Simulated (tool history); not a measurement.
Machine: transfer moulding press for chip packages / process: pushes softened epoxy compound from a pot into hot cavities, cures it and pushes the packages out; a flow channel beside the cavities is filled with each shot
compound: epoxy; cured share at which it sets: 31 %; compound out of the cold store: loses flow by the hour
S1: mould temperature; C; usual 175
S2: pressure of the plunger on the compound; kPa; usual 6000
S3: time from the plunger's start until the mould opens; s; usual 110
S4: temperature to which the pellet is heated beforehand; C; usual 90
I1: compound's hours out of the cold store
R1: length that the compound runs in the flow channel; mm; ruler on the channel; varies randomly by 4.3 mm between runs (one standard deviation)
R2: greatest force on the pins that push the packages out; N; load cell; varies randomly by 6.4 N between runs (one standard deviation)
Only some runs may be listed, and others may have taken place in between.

{"run": 1, "hour": 0.0, "S1": 175, "S2": 6000, "S3": 110, "S4": 90, "I1": 24.1, "R1": 846, "R2": 371}
{"run": 2, "hour": 18.5, "S1": 175, "S2": 6000, "S3": 110, "S4": 90, "I1": 13.3, "R1": 889, "R2": 418}
{"run": 3, "hour": 29.4, "S1": 175, "S2": 6000, "S3": 110, "S4": 90, "I1": 44.1, "R1": 770, "R2": 413}
{"hour": 32.7, "done": "cavities cleaned with cleaning compound and waxed"}
{"run": 4, "hour": 42.3, "S1": 175, "S2": 6000, "S3": 110, "S4": 90, "I1": 31.4, "R1": 817, "R2": 290}
{"run": 5, "hour": 60.0, "S1": 175, "S2": 6000, "S3": 110, "S4": 90, "I1": 23.7, "R1": 843, "R2": 335}
{"run": 6, "hour": 75.5, "S1": 175, "S2": 6000, "S3": 110, "S4": 90, "I1": 44.3, "R1": 760, "R2": 343}
{"run": 7, "hour": 92.0, "S1": 175, "S2": 5140, "S3": 110, "S4": 90, "I1": 23.7, "R1": 776, "R2": 404}
{"hour": 110.9, "done": "cavities cleaned with cleaning compound and waxed"}
{"run": 8, "hour": 113.5, "S1": 175, "S2": 6000, "S3": 110, "S4": 86, "I1": 39.9, "R1": 773, "R2": 261}
{"run": 9, "hour": 129.2, "S1": 175, "S2": 6000, "S3": 110, "S4": 86, "I1": 47.8, "R1": 742, "R2": 296}
{"hour": 132.7, "done": "mould's thermocouples calibrated"}
{"run": 10, "hour": 141.2, "S1": 175, "S2": 6000, "S3": 110, "S4": 86, "I1": 45.4, "R1": 751, "R2": 318}
{"run": 11, "hour": 154.2, "S1": 175, "S2": 6000, "S3": 110, "S4": 86, "I1": 10.9, "R1": 874, "R2": 373}
{"run": 12, "hour": 170.3, "S1": 175, "S2": 4750, "S3": 110, "S4": 86, "I1": 47.5, "R1": 655, "R2": 375}
{"run": 13, "hour": 179.4, "S1": 175, "S2": 4750, "S3": 110, "S4": 86, "I1": 11.1, "R1": 774, "R2": 409}
{"hour": 191.7, "done": "cavities cleaned with cleaning compound and waxed"}
{"run": 14, "hour": 200.5, "S1": 175, "S2": 4750, "S3": 98, "S4": 86, "I1": 40.9, "R1": 678, "R2": 319}
{"hour": 205.0, "done": "mould's thermocouples calibrated, once more"}
{"run": 15, "hour": 214.2, "S1": 175, "S2": 7370, "S3": 108, "S4": 90, "I1": 12, "R1": 957, "R2": 320}
{"run": 16, "hour": 224.4, "S1": 175, "S2": 5310, "S3": 113, "S4": 90, "I1": 36.7, "R1": 725, "R2": 337}
{"run": 17, "hour": 238.0, "S1": 175, "S2": 7260, "S3": 148, "S4": 90, "I1": 24.4, "R1": 889, "R2": 315}
{"run": 18, "hour": 249.8, "S1": 175, "S2": 6750, "S3": 134, "S4": 90, "I1": 23.6, "R1": 859, "R2": 358}
{"run": 19, "hour": 267.8, "S1": 175, "S2": 6750, "S3": 134, "S4": 90, "I1": 34.8, "R1": 818, "R2": 363}
{"hour": 272.3, "done": "cavities cleaned with cleaning compound and waxed"}
{"run": 20, "hour": 282.3, "S1": 175, "S2": 6750, "S3": 134, "S4": 90, "I1": 18.3, "R1": 883, "R2": 264}
{"run": 21, "hour": 300.3, "S1": 175, "S2": 6750, "S3": 134, "S4": 90, "I1": 39.4, "R1": 798, "R2": 301}
{"run": 22, "hour": 313.9, "S1": 175, "S2": 6750, "S3": 146, "S4": 81, "I1": 25.7, "R1": 848, "R2": 313}
{"run": 23, "hour": 332.9, "S1": 175, "S2": 6750, "S3": 146, "S4": 81, "I1": 22.1, "R1": 859, "R2": 355}
{"hour": 350.8, "done": "cavities cleaned with cleaning compound and waxed"}
{"run": 24, "hour": 351.3, "S1": 172, "S2": 5000, "S3": 148, "S4": 82, "I1": 24, "R1": 744, "R2": 227}
{"run": 25, "hour": 364.0, "S1": 175, "S2": 4860, "S3": 137, "S4": 99, "I1": 40.6, "R1": 665, "R2": 268}
{"run": 26, "hour": 378.7, "S1": 175, "S2": 4860, "S3": 137, "S4": 99, "I1": 20, "R1": 723, "R2": 292}
{"run": 27, "hour": 388.2, "S1": 169, "S2": 6000, "S3": 110, "S4": 96, "I1": 33.7, "R1": 775, "R2": 462}
{"run": 28, "hour": 400.2, "S1": 175, "S2": 6000, "S3": 96, "S4": 90, "I1": 20.9, "R1": 800, "R2": 444}

Results per run with the tool's hidden condition removed, run-to-run variation unchanged:
What the log doesn't record here: true mould temperature over the reading, C; pressure that reaches the compound, % of what is set; grip of the stained cavities, % over clean ones'; drift of the gauge itself on flow_mm, %; drift of the gauge itself on push_out_n, %.
run=1 R1=881 R2=249
run=2 R1=929 R2=259
run=3 R1=805 R2=247
run=4 R1=856 R2=254
run=5 R1=886 R2=252
run=6 R1=802 R2=231
run=7 R1=820 R2=255
run=8 R1=819 R2=254
run=9 R1=789 R2=242
run=10 R1=800 R2=240
run=11 R1=933 R2=263
run=12 R1=702 R2=241
run=13 R1=830 R2=258
run=14 R1=729 R2=285
run=15 R1=1031 R2=252
run=16 R1=781 R2=247
run=17 R1=961 R2=212
run=18 R1=930 R2=233
run=19 R1=888 R2=216
run=20 R1=961 R2=231
run=21 R1=872 R2=227
run=22 R1=928 R2=215
run=23 R1=944 R2=225
run=24 R1=821 R2=224
run=25 R1=735 R2=228
run=26 R1=801 R2=219
run=27 R1=860 R2=331
run=28 R1=889 R2=296
